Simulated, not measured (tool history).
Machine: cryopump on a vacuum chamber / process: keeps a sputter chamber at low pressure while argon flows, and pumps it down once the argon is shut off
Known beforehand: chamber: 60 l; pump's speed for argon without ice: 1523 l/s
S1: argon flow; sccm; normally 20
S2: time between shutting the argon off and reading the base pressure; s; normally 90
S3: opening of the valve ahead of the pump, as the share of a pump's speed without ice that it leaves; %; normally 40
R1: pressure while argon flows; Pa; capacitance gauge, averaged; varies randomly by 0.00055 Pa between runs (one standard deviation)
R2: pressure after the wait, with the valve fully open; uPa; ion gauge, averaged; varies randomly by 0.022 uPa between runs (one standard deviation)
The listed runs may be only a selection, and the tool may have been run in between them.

run	hour	S1	S2	S3	R1	R2
1	0	20	90	40	0.0582	1.23
2	61.4	20	90	40	0.0586	1.23
3	162.6	20	90	40	0.0589	1.32
4	253.1	20	90	60	0.0397	1.35
5	346.5	20	90	40	0.0595	1.4
6	443.1	20	90	19	0.1204	1.38
7	513.4	20	90	40	0.0598	1.49
8	607.9	20	90	40	0.0605	1.54
9	673.3	20	90	40	0.0623	1.58
10	723.2	20	90	33	0.0727	1.61
# hour 801.3: pump warmed up, emptied and cooled again
11	801.3	20	90	33	0.0682	1.39
12	850.7	20	90	40	0.0571	1.45
13	956.5	20	137	40	0.0568	1.33
14	1017.8	20	137	40	0.058	1.3
15	1095.1	20	90	25	0.0904	1.56
16	1144.4	20	90	30	0.0766	1.5
17	1202.3	20	90	30	0.0768	1.63
18	1277.4	20	90	30	0.0775	1.65
19	1380.7	20	29	40	0.0579	2.64
20	1463.5	20	29	40	0.0589	2.59
21	1564.2	8	144	41	0.0229	1.63
22	1615.3	8	144	41	0.0228	1.65
23	1678.4	8	144	41	0.0235	1.68
24	1793.6	8	144	41	0.0241	1.79
# hour 1908: leaking fittings of the chamber tightened, without venting
25	1908	16	25	59	0.0357	1.84
26	2023.4	9	78	24	0.0437	0.76
# hour 2078.7: pump warmed up, emptied and cooled again
27	2110.4	9	78	24	0.0421	0.76
28	2182.1	9	90	40	0.0259	0.74
29	2275.4	9	90	40	0.0249	0.76
30	2325.5	11	33	47	0.0262	1.54
31	2441.8	33	53	30	0.1256	1.13
32	2555.5	13	108	40	0.0377	0.79
33	2633.2	39	291	52	0.0909	0.61

Predict each of these 4 candidate next runs independently; none follows another, all start after run 33:
A	2749.7	10	29	19	?	?
B	2749.7	8	74	52	?	?
C	2749.7	39	90	19	?	?
D	2749.7	21	90	40	?	?

run	R1	R2
A	0.0612	1.83
B	0.0187	1
C	0.234	0.93
D	0.0616	0.93
Had the tool no hidden state, the same runs would have come out as:
run	R1	R2
A	0.0593	1.53
B	0.0172	0.7
C	0.2267	0.62
D	0.0576	0.62
